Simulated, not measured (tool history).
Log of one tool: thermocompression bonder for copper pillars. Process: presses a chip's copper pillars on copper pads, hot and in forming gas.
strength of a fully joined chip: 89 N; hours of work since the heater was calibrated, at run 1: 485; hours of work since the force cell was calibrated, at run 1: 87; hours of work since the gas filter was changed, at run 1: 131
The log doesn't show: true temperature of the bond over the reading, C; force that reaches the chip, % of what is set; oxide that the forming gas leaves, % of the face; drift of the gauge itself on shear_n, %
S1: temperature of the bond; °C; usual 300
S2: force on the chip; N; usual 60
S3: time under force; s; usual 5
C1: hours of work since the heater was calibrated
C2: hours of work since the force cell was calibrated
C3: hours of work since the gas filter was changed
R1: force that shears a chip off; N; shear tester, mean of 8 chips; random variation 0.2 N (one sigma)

run,hour,S1,S2,S3,C1,C2,C3,R1
1,0,300,60,5,485,87,131,33.9
2,11.3,300,60,5,491,93,137,34.1
3,22.3,300,60,5,496,99,143,34.1
4,35.3,300,60,5,503,105,149,34.3
5,46.3,300,60,5,508,111,155,34.1
6,54.4,300,60,4,513,115,159,31.2
7,67.8,300,64,5,519,122,166,35.9
8,79.6,300,64,5,525,128,172,36.3
9,87.3,300,64,5,529,132,176,36
10,95.9,300,58,5,534,136,180,32.7
11,103.9,300,58,5,538,140,184,32.9
12,114.1,300,60,10,543,145,190,43.8
13,121.9,300,60,5,547,149,194,34.2
14,131.2,300,60,5,552,154,198,34.1
15,138.6,300,60,5,555,158,202,33.9
16,146.6,319,60,5,559,162,206,39.8
17,161.6,300,60,5,567,170,214,33.9
18,171,300,60,5,572,174,218,34
19,185.2,300,42,5,579,182,226,23.2
20,197.9,296,60,5,586,188,232,32.8
21,211.7,296,60,5,593,195,239,33
22,221.8,313,86,5,598,200,244,52.7
23,235.5,293,60,5,605,207,251,32.1
24,249.6,305,60,7,612,214,258,40.1
# hour 258.9: forming gas filter changed
25,264,328,83,3,619,221,3,48.1
26,277.5,316,41,7,626,228,9,30
27,284,316,41,7,629,232,13,30.2
28,292.5,316,40,4,633,236,17,23.2
29,304,316,40,4,639,242,23,22.7
30,313.5,316,40,4,644,247,28,23.2
31,322.4,294,64,10,649,251,32,44.5
32,337.2,309,49,7,656,259,40,33.7
33,353.4,309,49,7,664,267,48,33.9
34,364.2,323,44,5,670,272,54,30.2
35,376.2,288,60,5,676,278,60,30.7
36,391.3,319,54,14,684,286,67,51.2
37,400.8,284,66,8,689,291,72,38.7
38,417,284,77,7,697,299,80,43.3

Run 39 comes next. What will it give?
39,423.8,292,60,6,700,303,84,?

{"run 39": {"R1": 34.1}}
Without the tool's hidden state the same run would have given R1 34.1 N.
